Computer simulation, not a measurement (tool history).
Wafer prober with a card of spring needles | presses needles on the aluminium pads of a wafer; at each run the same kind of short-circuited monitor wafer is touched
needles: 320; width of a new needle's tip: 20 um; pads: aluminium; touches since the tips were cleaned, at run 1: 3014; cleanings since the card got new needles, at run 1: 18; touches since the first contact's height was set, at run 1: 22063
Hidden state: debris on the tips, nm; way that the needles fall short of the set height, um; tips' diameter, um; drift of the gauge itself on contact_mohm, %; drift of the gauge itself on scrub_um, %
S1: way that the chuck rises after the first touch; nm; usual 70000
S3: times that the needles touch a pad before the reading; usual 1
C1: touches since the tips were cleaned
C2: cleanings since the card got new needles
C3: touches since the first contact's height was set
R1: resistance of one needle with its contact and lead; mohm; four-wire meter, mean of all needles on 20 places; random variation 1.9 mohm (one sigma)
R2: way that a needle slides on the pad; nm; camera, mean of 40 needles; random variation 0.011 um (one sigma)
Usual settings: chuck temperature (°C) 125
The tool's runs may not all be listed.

Run 1, hour 0.0: usual settings; C1 3014; C2 18; C3 22063. Result: R1 199 mohm, R2 19560 nm.
Run 2, hour 9.7: usual settings; C1 6397; C2 18; C3 25446. Result: R1 203 mohm, R2 19530 nm.
At hour 16.6: tips cleaned on abrasive film.
Run 3, hour 24.2: usual settings; C1 2620; C2 19; C3 30428. Result: R1 203 mohm, R2 19550 nm.
Run 4, hour 32.8: usual settings; C1 5635; C2 19; C3 33443. Result: R1 205 mohm, R2 19560 nm.
At hour 42.0: tips cleaned on abrasive film.
Run 5, hour 50.2: usual settings but chuck temperature (°C) 27; C1 2832; C2 20; C3 39429. Result: R1 176 mohm, R2 19540 nm.
At hour 66.7: tips cleaned on abrasive film.
Run 6, hour 69.5: usual settings but chuck temperature (°C) 97; C1 982; C2 21; C3 46118. Result: R1 194 mohm, R2 19550 nm.
Run 7, hour 78.5: usual settings but chuck temperature (°C) 97, S3 2; C1 4100; C2 21; C3 49236. Result: R1 193 mohm, R2 19540 nm.
Run 8, hour 87.2: usual settings but chuck temperature (°C) 97, S3 2; C1 7135; C2 21; C3 52271. Result: R1 197 mohm, R2 19530 nm.
At hour 92.8: tips cleaned on abrasive film.
Run 9, hour 98.2: usual settings but chuck temperature (°C) 97, S3 2; C1 1886; C2 22; C3 56048. Result: R1 195 mohm, R2 19530 nm.
Run 10, hour 115.5: usual settings but chuck temperature (°C) 97; C1 7914; C2 22; C3 62076. Result: R1 198 mohm, R2 19540 nm.
At hour 118.3: tips cleaned on abrasive film.
Run 11, hour 128.0: usual settings but chuck temperature (°C) 55; C1 3364; C2 23; C3 66365. Result: R1 185 mohm, R2 19550 nm.
Run 12, hour 139.0: usual settings but chuck temperature (°C) 55; C1 7182; C2 23; C3 70183. Result: R1 188 mohm, R2 19530 nm.
At hour 143.1: tips cleaned on abrasive film.
Run 13, hour 151.7: usual settings but chuck temperature (°C) 55; C1 2976; C2 24; C3 74574. Result: R1 188 mohm, R2 19530 nm.
At hour 164.9: height of the first contact set anew.
Run 14, hour 166.5: usual settings; C1 8022; C2 24; C3 551. Result: R1 205 mohm, R2 19540 nm.
At hour 167.9: tips cleaned on abrasive film.
Run 15, hour 175.4: usual settings but S3 2; C1 2602; C2 25; C3 3605. Result: R1 204 mohm, R2 19550 nm.
Run 16, hour 185.2: usual settings but S3 2; C1 5999; C2 25; C3 7002. Result: R1 202 mohm, R2 19570 nm.
At hour 192.6: tips cleaned on abrasive film.
Run 17, hour 195.9: usual settings but S3 2; C1 1161; C2 26; C3 10694. Result: R1 202 mohm, R2 19550 nm.
Run 18, hour 207.8: usual settings but S1 60000 nm, chuck temperature (°C) 63; C1 5295; C2 26; C3 14828. Result: R1 194 mohm, R2 16740 nm.
At hour 218.0: tips cleaned on abrasive film.
Run 19, hour 220.3: usual settings but S1 59000 nm, chuck temperature (°C) 38, S3 2; C1 794; C2 27; C3 19141. Result: R1 187 mohm, R2 16480 nm.
Run 20, hour 233.7: usual settings but chuck temperature (°C) 26, S3 3; C1 5438; C2 27; C3 23785. Result: R1 179 mohm, R2 19530 nm.
At hour 243.7: tips cleaned on abrasive film.
Run 21, hour 253.4: usual settings but chuck temperature (°C) 29, S3 2; C1 3388; C2 28; C3 30615. Result: R1 181 mohm, R2 19520 nm.
At hour 268.2: tips cleaned on abrasive film.
Run 22, hour 268.2: usual settings but S1 69000 nm, chuck temperature (°C) 39; C1 0; C2 29; C3 35705. Result: R1 181 mohm, R2 19250 nm.
Run 23, hour 280.6: usual settings but S1 69000 nm, chuck temperature (°C) 39; C1 4306; C2 29; C3 40011. Result: R1 185 mohm, R2 19290 nm.
Run 24, hour 292.3: usual settings but S1 69000 nm, chuck temperature (°C) 39; C1 8385; C2 29; C3 44090. Result: R1 186 mohm, R2 19260 nm.
At hour 293.6: tips cleaned on abrasive film.
Run 25, hour 304.7: usual settings but chuck temperature (°C) 39, S3 2; C1 3859; C2 30; C3 48350. Result: R1 185 mohm, R2 19530 nm.
At hour 318.3: tips cleaned on abrasive film.
Run 26, hour 322.6: usual settings but chuck temperature (°C) 39, S3 2; C1 1483; C2 31; C3 54551. Result: R1 185 mohm, R2 19540 nm.
Run 27, hour 341.4: usual settings but chuck temperature (°C) 43; C1 8013; C2 31; C3 61081. Result: R1 185 mohm, R2 19540 nm.
At hour 343.4: tips cleaned on abrasive film.
Run 28, hour 355.0: usual settings but chuck temperature (°C) 29; C1 4054; C2 32; C3 65792. Result: R1 182 mohm, R2 19520 nm.
At hour 369.1: tips cleaned on abrasive film.
Run 29, hour 371.2: usual settings but chuck temperature (°C) 65, S3 2; C1 730; C2 33; C3 71383. Result: R1 190 mohm, R2 19530 nm.
Run 30, hour 383.4: usual settings but S1 51000 nm, chuck temperature (°C) 76, S3 2; C1 4941; C2 33; C3 75594. Result: R1 199 mohm, R2 14230 nm.
At hour 393.5: height of the first contact set anew.
At hour 395.0: tips cleaned on abrasive film.
Run 31, hour 398.1: usual settings but S1 54000 nm, chuck temperature (°C) 88, S3 3; C1 1081; C2 34; C3 1556. Result: R1 196 mohm, R2 15080 nm.
Run 32, hour 413.3: usual settings but S1 54000 nm, chuck temperature (°C) 121, S3 3; C1 6374; C2 34; C3 6849. Result: R1 205 mohm, R2 15080 nm.
At hour 420.9: tips cleaned on abrasive film.
Run 33, hour 432.7: usual settings but S1 55000 nm; C1 4106; C2 35; C3 13543. Result: R1 204 mohm, R2 15350 nm.

3 ways to go on from here, each from the tool as it stands after run 33. What would each give?
At hour 445.5: tips cleaned on abrasive film.
Run A, hour 451.2: usual settings but S1 55000 nm, chuck temperature (°C) 101; C1 1983; C2 36; C3 19937. Result: R1 ?, R2 ?.
At hour 445.5: tips cleaned on abrasive film.
Run B, hour 451.2: usual settings but S3 3; C1 1983; C2 36; C3 19937. Result: R1 ?, R2 ?.
At hour 445.5: tips cleaned on abrasive film.
Run C, hour 451.2: usual settings but S1 68000 nm, chuck temperature (°C) 49, S3 2; C1 1983; C2 36; C3 19937. Result: R1 ?, R2 ?.

run   R1     R2
  A  199  15360
  B  201  19550
  C  186  18990
Without the tool's hidden state the same runs would have given:
run   R1     R2
  A  198  15360
  B  201  19550
  C  186  18990
